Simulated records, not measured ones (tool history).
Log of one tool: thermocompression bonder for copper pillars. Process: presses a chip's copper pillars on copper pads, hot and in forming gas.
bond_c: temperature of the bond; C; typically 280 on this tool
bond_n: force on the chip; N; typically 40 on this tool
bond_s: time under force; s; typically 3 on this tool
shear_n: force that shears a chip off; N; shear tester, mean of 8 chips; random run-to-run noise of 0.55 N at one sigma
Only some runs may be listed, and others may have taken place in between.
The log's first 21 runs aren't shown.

{"hour": 929.4, "done": "heater calibrated with a thermocouple chip"}
{"run": 22, "hour": 980.3, "bond_c": 293, "bond_n": 28, "bond_s": 3, "shear_n": 59.4}
{"run": 23, "hour": 1013.5, "bond_c": 295, "bond_n": 53, "bond_s": 3, "shear_n": 102}
{"run": 24, "hour": 1056.4, "bond_c": 288, "bond_n": 53, "bond_s": 5, "shear_n": 108.8}
{"run": 25, "hour": 1095.4, "bond_c": 288, "bond_n": 53, "bond_s": 5, "shear_n": 107.5}
{"run": 26, "hour": 1157.6, "bond_c": 255, "bond_n": 42, "bond_s": 3, "shear_n": 47.9}
{"run": 27, "hour": 1190.9, "bond_c": 255, "bond_n": 42, "bond_s": 3, "shear_n": 48.1}
{"hour": 1206.0, "done": "heater calibrated with a thermocouple chip, once more"}
{"run": 28, "hour": 1261.5, "bond_c": 280, "bond_n": 30, "bond_s": 6, "shear_n": 69.2}
{"run": 29, "hour": 1294.6, "bond_c": 280, "bond_n": 30, "bond_s": 5, "shear_n": 64.2}
{"run": 30, "hour": 1324.5, "bond_c": 268, "bond_n": 40, "bond_s": 3, "shear_n": 59.1}
{"hour": 1331.8, "done": "forming gas filter changed"}
{"run": 31, "hour": 1366.9, "bond_c": 252, "bond_n": 40, "bond_s": 8, "shear_n": 73}
{"run": 32, "hour": 1411.2, "bond_c": 252, "bond_n": 40, "bond_s": 8, "shear_n": 73.3}
{"run": 33, "hour": 1477.7, "bond_c": 280, "bond_n": 32, "bond_s": 2, "shear_n": 51.4}
{"run": 34, "hour": 1528.4, "bond_c": 280, "bond_n": 32, "bond_s": 2, "shear_n": 51.5}
{"run": 35, "hour": 1572.7, "bond_c": 284, "bond_n": 30, "bond_s": 7, "shear_n": 79.6}
{"hour": 1578.4, "done": "force cell calibrated"}
{"run": 36, "hour": 1629.2, "bond_c": 266, "bond_n": 32, "bond_s": 5, "shear_n": 52.7}
{"run": 37, "hour": 1666.0, "bond_c": 256, "bond_n": 45, "bond_s": 3, "shear_n": 52.4}
{"run": 38, "hour": 1697.6, "bond_c": 300, "bond_n": 51, "bond_s": 3, "shear_n": 97}

Here are 3 independent what-if runs from the current tool condition. What would each one return?
{"hour": 1749.0, "done": "forming gas filter changed"}
{"run": "A", "hour": 1760.5, "bond_c": 300, "bond_n": 51, "bond_s": 6, "shear_n": "?"}
{"hour": 1749.0, "done": "forming gas filter changed"}
{"run": "B", "hour": 1760.5, "bond_c": 286, "bond_n": 32, "bond_s": 2, "shear_n": "?"}
{"hour": 1749.0, "done": "forming gas filter changed"}
{"run": "C", "hour": 1760.5, "bond_c": 267, "bond_n": 40, "bond_s": 2, "shear_n": "?"}

run=A shear_n=123.8
run=B shear_n=53.6
run=C shear_n=51.1
Take away the tool's hidden state, keep each run's random variation, and the runs would have read:
run=A shear_n=124.8
run=B shear_n=54.5
run=C shear_n=52
